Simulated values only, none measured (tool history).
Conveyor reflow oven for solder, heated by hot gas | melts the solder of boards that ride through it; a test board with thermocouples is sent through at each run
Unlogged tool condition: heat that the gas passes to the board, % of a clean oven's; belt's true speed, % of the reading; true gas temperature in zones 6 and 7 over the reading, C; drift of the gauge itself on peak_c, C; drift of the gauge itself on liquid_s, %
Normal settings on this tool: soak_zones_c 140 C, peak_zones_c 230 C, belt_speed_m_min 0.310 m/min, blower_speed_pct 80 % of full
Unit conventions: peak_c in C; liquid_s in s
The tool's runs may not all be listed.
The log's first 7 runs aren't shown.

run,hour,soak_zones_c,peak_zones_c,belt_speed_m_min,blower_speed_pct,hours of work since the flux was cleaned out,hours of work since the belt drive was overhauled,hours of work since the thermocouples were changed,peak_c,liquid_s
8,263.3,140,239,0.310,80,188,325,469,225.9,97.6
9,311.6,140,239,0.310,80,222,360,503,225.9,97.4
10,341.5,140,230,0.310,80,244,381,525,217.8,89.9
11,370.2,140,230,0.367,80,264,402,545,213.1,69.7
12,393.7,140,230,0.367,80,281,419,562,212.9,69.3
# hour 441.4: flux residue cleaned out of gas plates and filters
13,443.0,140,230,0.367,80,1,450,594,212.9,69.3
14,486.2,140,230,0.367,80,32,481,624,213.1,69.6
15,514.8,140,230,0.367,80,52,501,645,213.3,69.6
16,535.0,149,232,0.322,80,67,516,659,219.9,93.7
17,566.3,148,240,0.346,90,89,538,682,226.6,91.5
# hour 593.4: thermocouples of zones 6 and 7 changed
18,605.6,148,236,0.316,52,116,565,9,216.7,89.2
19,641.0,134,240,0.310,80,141,590,34,225.7,93.9
20,689.2,134,224,0.310,80,176,625,68,211.8,79.7
21,725.3,134,224,0.310,80,201,650,94,211.6,79.4
22,760.9,134,233,0.310,81,227,676,120,219.7,88.6
23,789.1,134,233,0.310,81,247,696,140,219.8,88.7
24,823.6,134,233,0.310,81,271,720,164,219.8,89.1
25,847.7,147,232,0.310,80,289,738,182,220.5,96.0
# hour 882.8: flux residue cleaned out of gas plates and filters
26,884.4,140,230,0.365,78,1,760,204,212.9,69.5
27,931.1,140,228,0.365,60,34,794,237,206.3,59.6
28,958.7,136,235,0.365,60,54,813,257,210.9,63.6
# hour 966.7: belt drive overhauled, speed set with a stopwatch
29,1011.3,136,235,0.365,60,89,32,292,210.9,63.3
30,1060.1,142,235,0.365,72,124,67,327,215.8,73.4

Forecast each of these 5 alternatives for the next run:
A,1086.5,132,231,0.365,63,143,86,346,?,?
B,1086.5,140,220,0.287,64,143,86,346,?,?
C,1086.5,152,230,0.310,65,143,86,346,?,?
D,1086.5,147,232,0.310,76,143,86,346,?,?
E,1086.5,140,230,0.283,80,143,86,346,?,?

run,peak_c,liquid_s
A,207.8,58.1
B,208.0,83.4
C,216.7,94.7
D,220.0,95.4
E,220.1,101.5
With no hidden state in the tool, these same runs would have given:
run,peak_c,liquid_s
A,207.8,58.2
B,208.0,83.4
C,216.7,94.7
D,220.0,95.4
E,220.1,101.5
